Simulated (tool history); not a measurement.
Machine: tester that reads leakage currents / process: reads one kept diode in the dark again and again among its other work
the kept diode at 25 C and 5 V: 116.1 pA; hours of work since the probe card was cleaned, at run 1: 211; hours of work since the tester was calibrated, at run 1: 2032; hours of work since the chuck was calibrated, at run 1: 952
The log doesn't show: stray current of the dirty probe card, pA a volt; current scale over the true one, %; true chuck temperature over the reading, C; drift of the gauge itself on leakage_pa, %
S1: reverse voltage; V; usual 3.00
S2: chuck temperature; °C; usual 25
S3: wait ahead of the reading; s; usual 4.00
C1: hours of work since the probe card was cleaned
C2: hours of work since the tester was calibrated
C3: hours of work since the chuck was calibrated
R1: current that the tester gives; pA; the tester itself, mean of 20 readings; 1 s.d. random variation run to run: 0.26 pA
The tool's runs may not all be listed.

{"run": 1, "hour": 0.0, "S1": 3.0, "S2": 25, "S3": 4.0, "C1": 211, "C2": 2032, "C3": 952, "R1": 85.82}
{"run": 2, "hour": 71.5, "S1": 3.0, "S2": 49, "S3": 4.0, "C1": 255, "C2": 2077, "C3": 996, "R1": 623.81}
{"run": 3, "hour": 152.3, "S1": 3.0, "S2": 20, "S3": 4.0, "C1": 305, "C2": 2126, "C3": 1046, "R1": 54.5}
{"run": 4, "hour": 208.6, "S1": 3.0, "S2": 20, "S3": 4.09, "C1": 339, "C2": 2161, "C3": 1080, "R1": 54.75}
{"run": 5, "hour": 301.9, "S1": 3.0, "S2": 20, "S3": 4.09, "C1": 397, "C2": 2219, "C3": 1138, "R1": 54.6}
{"run": 6, "hour": 344.1, "S1": 3.0, "S2": 25, "S3": 4.0, "C1": 423, "C2": 2245, "C3": 1164, "R1": 86.24}
{"run": 7, "hour": 391.4, "S1": 3.0, "S2": 25, "S3": 4.0, "C1": 452, "C2": 2274, "C3": 1193, "R1": 86.04}
{"run": 8, "hour": 443.7, "S1": 3.0, "S2": 45, "S3": 4.0, "C1": 484, "C2": 2306, "C3": 1225, "R1": 458.84}
{"run": 9, "hour": 495.0, "S1": 2.14, "S2": 45, "S3": 4.0, "C1": 516, "C2": 2338, "C3": 1257, "R1": 377.03}
{"run": 10, "hour": 576.8, "S1": 2.14, "S2": 45, "S3": 4.0, "C1": 566, "C2": 2388, "C3": 1308, "R1": 376.22}
{"run": 11, "hour": 667.0, "S1": 3.0, "S2": 25, "S3": 4.0, "C1": 622, "C2": 2444, "C3": 1363, "R1": 86.29}
{"run": 12, "hour": 723.2, "S1": 3.0, "S2": 25, "S3": 4.0, "C1": 657, "C2": 2478, "C3": 1398, "R1": 85.96}
{"hour": 771.4, "done": "chuck's temperature calibrated"}
{"run": 13, "hour": 773.4, "S1": 4.86, "S2": 25, "S3": 4.0, "C1": 686, "C2": 2508, "C3": 1, "R1": 114.28}
{"run": 14, "hour": 836.1, "S1": 19.21, "S2": 39, "S3": 4.0, "C1": 725, "C2": 2547, "C3": 40, "R1": 850.5}
{"run": 15, "hour": 879.8, "S1": 6.73, "S2": 44, "S3": 0.3, "C1": 752, "C2": 2574, "C3": 67, "R1": 684.16}
{"run": 16, "hour": 948.9, "S1": 3.39, "S2": 27, "S3": 4.77, "C1": 795, "C2": 2616, "C3": 110, "R1": 110.72}
{"run": 17, "hour": 1026.7, "S1": 3.0, "S2": 49, "S3": 9.37, "C1": 843, "C2": 2664, "C3": 157, "R1": 623.63}
{"run": 18, "hour": 1120.9, "S1": 3.0, "S2": 25, "S3": 4.47, "C1": 901, "C2": 2723, "C3": 216, "R1": 85.92}
{"run": 19, "hour": 1193.3, "S1": 3.0, "S2": 25, "S3": 4.47, "C1": 945, "C2": 2767, "C3": 260, "R1": 86.03}
{"run": 20, "hour": 1264.7, "S1": 3.54, "S2": 25, "S3": 4.47, "C1": 989, "C2": 2811, "C3": 304, "R1": 94.86}
{"run": 21, "hour": 1358.7, "S1": 3.54, "S2": 60, "S3": 6.42, "C1": 1047, "C2": 2869, "C3": 362, "R1": 1556.43}
{"run": 22, "hour": 1400.0, "S1": 3.54, "S2": 60, "S3": 6.42, "C1": 1073, "C2": 2895, "C3": 388, "R1": 1558.79}
{"run": 23, "hour": 1492.3, "S1": 4.57, "S2": 36, "S3": 6.42, "C1": 1130, "C2": 2952, "C3": 445, "R1": 284.53}

Selected run-to-run steps in R1, each split into two signed amounts: the part the tool would show with no hidden state at all (from settings, incoming material and random variation), and the remainder, which goes to the hidden state together with any gauge scatter not common to the measured and the hidden-state-free results:
Run 1 -> 2: S2 25 -> 49. R1 +537.99 pA: hidden state +0.23, all else +537.76.
Run 2 -> 3: S2 49 -> 20. R1 -569.31 pA: hidden state -0.24, all else -569.07.
Run 20 -> 21: S2 25 -> 60, S3 4.47 -> 6.42. R1 +1461.57 pA: hidden state +0.11, all else +1461.46.
Run 22 -> 23: S1 3.54 -> 4.57, S2 60 -> 36. R1 -1274.26 pA: hidden state -0.09, all else -1274.17.
